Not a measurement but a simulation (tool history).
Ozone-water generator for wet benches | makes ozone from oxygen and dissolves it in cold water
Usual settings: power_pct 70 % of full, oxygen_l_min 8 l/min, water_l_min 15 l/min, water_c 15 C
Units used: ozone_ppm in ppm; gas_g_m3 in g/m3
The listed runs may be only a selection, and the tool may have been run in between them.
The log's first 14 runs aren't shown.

run 15 day=66.992 | power_pct=70 oxygen_l_min=8 water_l_min=15 water_c=15 | ozone_ppm=26 gas_g_m3=161.2
run 16 day=69.933 | power_pct=70 oxygen_l_min=8 water_l_min=15 water_c=15 | ozone_ppm=26 gas_g_m3=162
run 17 day=72.862 | power_pct=70 oxygen_l_min=8 water_l_min=15 water_c=15 | ozone_ppm=26.2 gas_g_m3=162.2
run 18 day=78.758 | power_pct=95 oxygen_l_min=8 water_l_min=15 water_c=15 | ozone_ppm=31.3 gas_g_m3=196.3
run 19 day=82.812 | power_pct=70 oxygen_l_min=6.73 water_l_min=12 water_c=15 | ozone_ppm=29.8 gas_g_m3=170.4
run 20 day=86.433 | power_pct=90 oxygen_l_min=8.77 water_l_min=9 water_c=7 | ozone_ppm=48.7 gas_g_m3=186.5
run 21 day=89.992 | power_pct=55 oxygen_l_min=10.36 water_l_min=19 water_c=8 | ozone_ppm=22.3 gas_g_m3=129.7
run 22 day=93.842 | power_pct=61 oxygen_l_min=10.36 water_l_min=19 water_c=8 | ozone_ppm=23.9 gas_g_m3=138.8
run 23 day=97.021 | power_pct=61 oxygen_l_min=10.36 water_l_min=19 water_c=8 | ozone_ppm=23.8 gas_g_m3=139.7
run 24 day=102.846 | power_pct=61 oxygen_l_min=10.36 water_l_min=24 water_c=8 | ozone_ppm=19.6 gas_g_m3=138.6

What will run 25 give?
run 25 day=105.304 | power_pct=47 oxygen_l_min=11.6 water_l_min=15 water_c=16 | ozone_ppm=? gas_g_m3=?

ozone_ppm: 20.7 ppm
gas_g_m3: 114.9 g/m3
With the hidden condition absent and the run-to-run variation left alone, this run would have shown ozone_ppm 20.7 ppm, gas_g_m3 112.1 g/m3.

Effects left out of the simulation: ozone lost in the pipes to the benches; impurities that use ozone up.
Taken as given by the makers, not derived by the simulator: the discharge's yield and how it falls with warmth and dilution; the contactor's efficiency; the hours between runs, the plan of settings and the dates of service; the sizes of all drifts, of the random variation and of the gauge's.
